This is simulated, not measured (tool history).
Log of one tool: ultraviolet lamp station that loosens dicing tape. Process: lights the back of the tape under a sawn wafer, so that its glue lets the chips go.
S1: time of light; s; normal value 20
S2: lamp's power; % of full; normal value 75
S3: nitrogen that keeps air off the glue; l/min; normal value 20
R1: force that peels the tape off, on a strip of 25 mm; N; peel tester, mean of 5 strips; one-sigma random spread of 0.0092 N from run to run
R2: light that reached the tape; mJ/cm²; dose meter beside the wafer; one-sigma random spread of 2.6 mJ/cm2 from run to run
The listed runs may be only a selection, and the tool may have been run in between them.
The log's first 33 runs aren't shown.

| run | hour | S1 | S2 | S3 | R1 | R2 |
|---|---|---|---|---|---|---|
| 34 | 2219.3 | 19 | 96 | 18 | 0.429 | 350 |
| 35 | 2314.4 | 13 | 64 | 24 | 1.277 | 151 |
|  | 2333.9 | window cleaned of glue's vapour |
| 36 | 2357.7 | 20 | 87 | 18 | 0.376 | 362 |
| 37 | 2445.1 | 20 | 87 | 18 | 0.411 | 360 |
| 38 | 2522.6 | 20 | 87 | 18 | 0.402 | 354 |
| 39 | 2608.2 | 20 | 87 | 18 | 0.408 | 349 |
| 40 | 2647.5 | 20 | 91 | 26 | 0.298 | 356 |
| 41 | 2711.6 | 20 | 91 | 26 | 0.312 | 353 |

What if the next run were any one of these 3? Each begins from the tool's condition after run 41:
| A | 2777.9 | 34 | 74 | 17 | ? | ? |
| B | 2777.9 | 30 | 84 | 26 | ? | ? |
| C | 2777.9 | 32 | 82 | 37 | ? | ? |

| run | R1 | R2 |
|---|---|---|
| A | 0.237 | 489 |
| B | 0.187 | 483 |
| C | 0.136 | 503 |
Take away the tool's hidden state, keep each run's random variation, and the runs would have read:
| run | R1 | R2 |
|---|---|---|
| A | 0.173 | 590 |
| B | 0.147 | 582 |
| C | 0.115 | 606 |
